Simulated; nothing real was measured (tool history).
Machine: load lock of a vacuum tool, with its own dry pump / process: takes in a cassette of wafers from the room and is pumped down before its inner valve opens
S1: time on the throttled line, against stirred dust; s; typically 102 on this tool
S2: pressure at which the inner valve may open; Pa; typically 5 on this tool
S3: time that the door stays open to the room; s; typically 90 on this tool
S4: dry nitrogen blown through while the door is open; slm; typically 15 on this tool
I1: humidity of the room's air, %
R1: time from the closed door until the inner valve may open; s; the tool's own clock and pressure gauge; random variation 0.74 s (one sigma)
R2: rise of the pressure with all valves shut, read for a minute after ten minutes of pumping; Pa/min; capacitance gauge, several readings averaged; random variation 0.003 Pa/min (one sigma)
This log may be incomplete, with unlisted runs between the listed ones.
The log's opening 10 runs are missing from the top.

run 11 hour=5123.0 | S1=106 S2=5 S3=90 S4=15 | I1=39.0 | R1=195.3 R2=0.104
run 12 hour=5745.3 | S1=106 S2=5 S3=90 S4=15 | I1=45.0 | R1=195.9 R2=0.105
run 13 hour=6294.2 | S1=106 S2=5 S3=90 S4=15 | I1=46.0 | R1=196.2 R2=0.114
run 14 hour=6786.4 | S1=106 S2=5 S3=90 S4=15 | I1=41.6 | R1=198.3 R2=0.114
run 15 hour=7259.3 | S1=102 S2=5 S3=90 S4=15 | I1=45.0 | R1=195.8 R2=0.131
run 16 hour=7774.6 | S1=102 S2=5 S3=28 S4=15 | I1=44.7 | R1=193.1 R2=0.107
run 17 hour=8348.9 | S1=102 S2=5 S3=28 S4=15 | I1=48.6 | R1=194.3 R2=0.116
run 18 hour=8720.6 | S1=102 S2=5 S3=28 S4=15 | I1=43.4 | R1=195.4 R2=0.115
run 19 hour=9090.9 | S1=102 S2=5 S3=28 S4=15 | I1=42.3 | R1=194.7 R2=0.123
run 20 hour=9749.7 | S1=192 S2=4 S3=216 S4=7 | I1=46.6 | R1=277.0 R2=0.225
run 21 hour=10408.4 | S1=105 S2=5 S3=116 S4=44 | I1=43.6 | R1=200.3 R2=0.132
run 22 hour=10696.3 | S1=94 S2=5 S3=90 S4=15 | I1=43.6 | R1=190.3 R2=0.156
run 23 hour=11008.6 | S1=65 S2=5 S3=206 S4=15 | I1=42.8 | R1=165.8 R2=0.195
run 24 hour=11426.9 | S1=127 S2=5 S3=31 S4=15 | I1=46.1 | R1=217.9 R2=0.141
run 25 hour=11901.3 | S1=127 S2=5 S3=31 S4=15 | I1=45.8 | R1=221.7 R2=0.148
run 26 hour=12347.1 | S1=114 S2=9 S3=25 S4=15 | I1=47.1 | R1=202.9 R2=0.156
-- hour=12620.0 door's seal changed, seat wiped
run 27 hour=12936.7 | S1=102 S2=5 S3=92 S4=10 | I1=40.6 | R1=199.1 R2=0.053
run 28 hour=13443.1 | S1=160 S2=9 S3=130 S4=15 | I1=49.3 | R1=243.1 R2=0.064
run 29 hour=13855.2 | S1=160 S2=9 S3=130 S4=15 | I1=41.9 | R1=244.1 R2=0.058
run 30 hour=14508.6 | S1=178 S2=9 S3=65 S4=42 | I1=42.6 | R1=259.1 R2=0.028
run 31 hour=14883.4 | S1=86 S2=9 S3=95 S4=12 | I1=47.2 | R1=180.2 R2=0.065
run 32 hour=15464.4 | S1=59 S2=5 S3=95 S4=22 | I1=44.9 | R1=164.7 R2=0.046
run 33 hour=15869.2 | S1=60 S2=5 S3=90 S4=15 | I1=46.3 | R1=166.0 R2=0.058

Estimate the outcome of run 34 from the log above:
run 34 hour=16463.3 | S1=107 S2=5 S3=90 S4=15 | I1=36.6 | R1=? R2=?

{"run 34": {"R1": 206.5, "R2": 0.053}}
If the tool had no hidden condition, the same run with the same run-to-run variation would have returned R1 188.0 s, R2 0.041 Pa/min.

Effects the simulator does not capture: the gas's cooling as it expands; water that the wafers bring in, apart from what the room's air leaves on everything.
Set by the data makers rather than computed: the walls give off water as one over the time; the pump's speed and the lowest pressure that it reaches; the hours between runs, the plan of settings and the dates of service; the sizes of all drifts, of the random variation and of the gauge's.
